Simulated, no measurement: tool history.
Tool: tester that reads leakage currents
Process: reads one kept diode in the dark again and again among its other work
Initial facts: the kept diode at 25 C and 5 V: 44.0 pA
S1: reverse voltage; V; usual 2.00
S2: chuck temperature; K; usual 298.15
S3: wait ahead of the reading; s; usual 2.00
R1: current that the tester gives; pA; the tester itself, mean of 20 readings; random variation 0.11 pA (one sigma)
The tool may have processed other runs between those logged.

| run | hour | S1 | S2 | S3 | R1 |
|---|---|---|---|---|---|
| 1 | 0.0 | 2.00 | 298.15 | 2.00 | 38.43 |
| 2 | 160.7 | 2.00 | 298.15 | 6.91 | 38.96 |
| 3 | 366.1 | 2.00 | 298.15 | 6.91 | 40.07 |
|  | 384.5 | probe card cleaned and baked |
| 4 | 482.7 | 2.00 | 298.15 | 2.00 | 35.16 |
| 5 | 581.2 | 2.00 | 298.15 | 2.00 | 35.76 |
| 6 | 710.3 | 2.00 | 298.15 | 2.00 | 36.28 |
|  | 731.2 | tester calibrated |
| 7 | 887.3 | 2.00 | 298.15 | 2.00 | 37.59 |
| 8 | 1095.0 | 2.00 | 298.15 | 0.44 | 39.29 |
| 9 | 1232.5 | 18.38 | 298.15 | 2.00 | 99.29 |
| 10 | 1412.6 | 18.38 | 298.15 | 2.00 | 104.70 |
| 11 | 1538.4 | 18.38 | 298.15 | 2.00 | 107.44 |
|  | 1567.2 | tester calibrated, once more |
| 12 | 1637.9 | 18.38 | 298.15 | 2.00 | 108.02 |
| 13 | 1844.4 | 18.38 | 298.15 | 2.00 | 113.53 |
|  | 1879.3 | chuck's temperature calibrated |
| 14 | 2050.2 | 18.38 | 298.15 | 2.00 | 102.69 |
| 15 | 2164.8 | 3.38 | 298.15 | 3.83 | 45.33 |

4 ways to go on from here, each from the tool as it stands after run 15. What would each give?
| A | 2398.7 | 2.01 | 295.15 | 0.44 | ? |
| B | 2398.7 | 1.09 | 298.15 | 5.65 | ? |
| C | 2398.7 | 2.00 | 299.15 | 7.18 | ? |
| D | 2398.7 | 2.59 | 328.15 | 0.31 | ? |

| run | R1 |
|---|---|
| A | 30.70 |
| B | 28.80 |
| C | 39.87 |
| D | 345.17 |
Without the tool's hidden state the same runs would have given:
| run | R1 |
|---|---|
| A | 25.67 |
| B | 25.58 |
| C | 34.50 |
| D | 328.39 |
